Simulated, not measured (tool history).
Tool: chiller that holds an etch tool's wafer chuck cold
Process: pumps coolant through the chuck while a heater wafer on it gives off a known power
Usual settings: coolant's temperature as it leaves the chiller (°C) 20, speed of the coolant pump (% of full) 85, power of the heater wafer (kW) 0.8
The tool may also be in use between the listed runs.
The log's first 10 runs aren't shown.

run	hour	coolant's temperature as it leaves the chiller (°C)	speed of the coolant pump (% of full)	power of the heater wafer (kW)	hours since the coolant was changed and the channels were flushed	hours since the pump was overhauled	hours since the chiller's thermometer was calibrated	chuck's temperature once it has settled (°C)	how much warmer the coolant comes back (C)
11	300.3	20	85	0.8	3086	1509	758	26.1	2.3
12	335.2	20	85	0.8	3121	1544	793	26.2	2.29
13	370.4	20	85	0.8	3156	1580	828	26	2.28
14	399.7	20	85	0.8	3186	1609	857	26.1	2.33
15	436.2	20	85	0.8	3222	1645	894	26.3	2.26
16	452.2	20	85	0.8	3238	1661	910	26.2	2.35
17	467.6	27	74	1.181	3254	1677	925	37.1	3.95
18	485.2	20	94	0.488	3271	1694	943	23.6	1.19
19	500.4	20	94	0.488	3286	1710	958	23.4	1.14
20	516.2	14	98	0.817	3302	1725	974	19.8	1.96
21	539.6	12	77	0.459	3326	1749	997	15.8	1.3
22	561.3	12	64	0.459	3347	1770	1019	16.5	1.63
23	596.6	21	71	0.8	3383	1806	1054	27.9	2.69
24	629.8	27	71	0.8	3416	1839	1087	34.2	2.7
25	653	20	62	0.452	3439	1862	1111	24.4	1.62
26	683.6	20	62	0.452	3470	1893	1141	24.5	1.59
27	701	20	62	0.452	3487	1910	1159	24.4	1.55
28	734.7	20	91	0.583	3521	1944	1192	24.2	1.37
29	749.9	20	91	0.583	3536	1959	1207	24.3	1.34
30	780.6	20	73	0.583	3567	1990	1238	25.1	1.75
31	803.9	20	85	0.721	3590	2013	1261	25.6	1.92
32	826.6	20	85	0.721	3613	2036	1284	25.7	1.95

4 ways to go on from here, each from the tool as it stands after run 32. What would each give?
A	851.3	16	70	0.8	3637	2060	1309	?	?
B	851.3	28	72	0.909	3637	2060	1309	?	?
C	851.3	10	67	0.43	3637	2060	1309	?	?
D	851.3	29	74	0.535	3637	2060	1309	?	?

run	chuck's temperature once it has settled (°C)	how much warmer the coolant comes back (C)
A	23.2	2.6
B	36	2.96
C	13.9	1.3
D	33.7	1.51
Without the tool's hidden state the same runs would have given:
run	chuck's temperature once it has settled (°C)	how much warmer the coolant comes back (C)
A	23.2	2.96
B	36	3.32
C	13.9	1.66
D	33.7	1.87
